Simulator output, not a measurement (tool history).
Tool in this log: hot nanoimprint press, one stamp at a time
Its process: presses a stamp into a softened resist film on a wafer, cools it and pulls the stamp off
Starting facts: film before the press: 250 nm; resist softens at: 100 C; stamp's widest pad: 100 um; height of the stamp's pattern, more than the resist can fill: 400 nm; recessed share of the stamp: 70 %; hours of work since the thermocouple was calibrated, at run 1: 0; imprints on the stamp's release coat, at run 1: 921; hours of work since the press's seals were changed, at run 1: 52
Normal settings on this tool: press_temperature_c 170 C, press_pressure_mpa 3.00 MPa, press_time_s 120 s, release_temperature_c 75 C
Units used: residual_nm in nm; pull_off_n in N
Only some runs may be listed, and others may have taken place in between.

run	day	press_temperature_c	press_pressure_mpa	press_time_s	release_temperature_c	hours of work since the thermocouple was calibrated	imprints on the stamp's release coat	hours of work since the press's seals were changed	residual_nm	pull_off_n
1	0.000	170	3.00	120	75	0	921	52	134.3	238
2	3.517	170	3.00	120	75	41	1048	93	134.6	240
3	6.650	170	3.00	120	75	77	1162	129	135.7	245
4	10.442	170	3.00	120	80	121	1299	173	135.6	216
5	12.521	170	3.00	120	80	145	1375	197	135.5	217
# day 13.612: stamp cleaned and given a new release coat
6	15.829	170	3.00	120	63	181	81	233	134.9	290
7	19.821	170	3.00	120	66	227	225	279	135.9	279
8	23.125	170	3.00	131	75	265	345	317	132.0	246
9	26.383	170	3.00	131	75	303	463	355	132.1	228
10	30.467	170	3.00	131	75	350	611	402	132.5	239
11	32.267	170	3.00	131	75	371	677	423	132.0	242
12	35.325	170	3.00	131	75	407	787	459	133.1	239
13	39.342	170	3.00	120	77	453	933	505	136.6	223
14	41.004	170	3.00	120	75	472	993	524	136.0	244
15	43.354	170	4.73	120	75	500	1079	552	106.2	240
16	46.183	176	2.90	120	75	532	1181	584	110.3	232
17	49.117	176	2.90	120	77	566	1287	618	109.0	239
# day 52.333: plate thermocouple calibrated
# day 52.933: stamp cleaned and given a new release coat
18	53.100	176	2.90	120	77	6	6	660	109.4	233
19	56.596	176	2.90	120	77	47	133	701	110.3	227
20	60.688	165	2.90	65	77	94	281	748	190.8	227
21	62.729	170	2.96	79	78	118	355	772	155.3	232
22	65.396	159	3.00	120	65	149	452	803	199.5	291
23	68.667	170	4.25	120	68	186	570	841	113.1	268
24	72.421	172	2.53	99	70	230	707	884	145.7	270
25	76.025	172	2.53	99	70	272	837	926	146.6	264
26	79.271	172	2.00	147	74	309	955	964	145.7	247
27	81.162	172	2.00	147	74	331	1024	986	146.3	243
28	84.512	180	2.95	120	75	370	1145	1024	93.3	241
29	86.904	162	2.21	111	75	398	1232	1052	203.9	238

Branching from run 29: 5 alternative next runs. What would each branch give?
A	90.350	162	2.21	111	78	438	1357	1092	?	?
B	90.350	163	3.00	82	75	438	1357	1092	?	?
C	90.350	162	3.17	96	75	438	1357	1092	?	?
D	90.350	162	3.50	208	69	438	1357	1092	?	?
E	90.350	162	4.49	111	75	438	1357	1092	?	?

run	residual_nm	pull_off_n
A	206.4	227
B	193.2	238
C	189.9	245
D	148.9	273
E	158.8	239
Had the tool no hidden state, the same runs would have come out as:
run	residual_nm	pull_off_n
A	202.2	223
B	189.2	234
C	186.0	241
D	145.7	269
E	155.4	235

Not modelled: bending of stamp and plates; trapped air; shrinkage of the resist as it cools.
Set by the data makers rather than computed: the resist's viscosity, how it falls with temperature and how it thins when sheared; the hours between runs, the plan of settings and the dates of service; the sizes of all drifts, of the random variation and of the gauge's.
